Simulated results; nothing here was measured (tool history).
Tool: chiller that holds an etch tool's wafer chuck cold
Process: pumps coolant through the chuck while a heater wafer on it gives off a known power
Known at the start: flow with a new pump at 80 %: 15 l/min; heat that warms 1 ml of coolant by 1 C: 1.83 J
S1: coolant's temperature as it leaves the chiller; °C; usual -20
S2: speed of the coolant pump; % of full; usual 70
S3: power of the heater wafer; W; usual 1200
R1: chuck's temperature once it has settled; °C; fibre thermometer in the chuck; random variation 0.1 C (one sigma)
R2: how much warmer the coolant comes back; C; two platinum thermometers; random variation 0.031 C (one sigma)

Run 1, day 0: usual settings. Result: R1 -6.4 °C, R2 3.15 C.
Run 2, day 1.546: usual settings but S1 -19 °C. Result: R1 -5.5 °C, R2 3.16 C.
Run 3, day 2.583: usual settings. Result: R1 -6.6 °C, R2 3.08 C.
Run 4, day 4.996: usual settings. Result: R1 -6.6 °C, R2 3.1 C.
Run 5, day 6.525: usual settings. Result: R1 -6.7 °C, R2 3.19 C.
Run 6, day 8.121: usual settings but S2 94 % of full. Result: R1 -9.2 °C, R2 2.24 C.
Run 7, day 10.467: usual settings but S1 -29 °C. Result: R1 -15.5 °C, R2 3.12 C.
Run 8, day 12.629: usual settings but S1 -29 °C. Result: R1 -15.6 °C, R2 3.12 C.
Run 9, day 14.821: usual settings but S1 -29 °C. Result: R1 -15.5 °C, R2 3.09 C.
Run 10, day 17.138: usual settings but S1 -18 °C, S3 1457 W. Result: R1 -1.6 °C, R2 3.8 C.
Run 11, day 19.442: usual settings but S1 -28 °C, S2 90 % of full, S3 1457 W. Result: R1 -14.3 °C, R2 2.92 C.
Run 12, day 21.617: usual settings but S1 -28 °C, S2 90 % of full, S3 1457 W. Result: R1 -14.2 °C, R2 2.86 C.
Run 13, day 22.912: usual settings but S1 -30 °C, S2 71 % of full. Result: R1 -16.5 °C, R2 3.07 C.
Run 14, day 24.654: usual settings but S1 -10 °C, S2 68 % of full, S3 1123 W. Result: R1 3.1 °C, R2 3.04 C.
Run 15, day 26.138: usual settings but S1 -19 °C, S2 61 % of full, S3 1771 W. Result: R1 3.2 °C, R2 5.41 C.

Forecast each of these 4 alternatives for the next run:
Run A, day 27.588: usual settings but S1 -26 °C, S2 61 % of full, S3 1771 W. Result: R1 ?, R2 ?.
Run B, day 27.588: usual settings. Result: R1 ?, R2 ?.
Run C, day 27.588: usual settings but S3 1030 W. Result: R1 ?, R2 ?.
Run D, day 27.588: usual settings but S3 717 W. Result: R1 ?, R2 ?.

run    R1    R2
  A  -3.8  5.39
  B  -6.4  3.14
  C  -8.5  2.73
  D   -12  1.87
Without the tool's hidden state the same runs would have given:
run     R1    R2
  A     -6  5.25
  B   -7.6  3.06
  C   -9.5  2.66
  D  -12.6  1.82

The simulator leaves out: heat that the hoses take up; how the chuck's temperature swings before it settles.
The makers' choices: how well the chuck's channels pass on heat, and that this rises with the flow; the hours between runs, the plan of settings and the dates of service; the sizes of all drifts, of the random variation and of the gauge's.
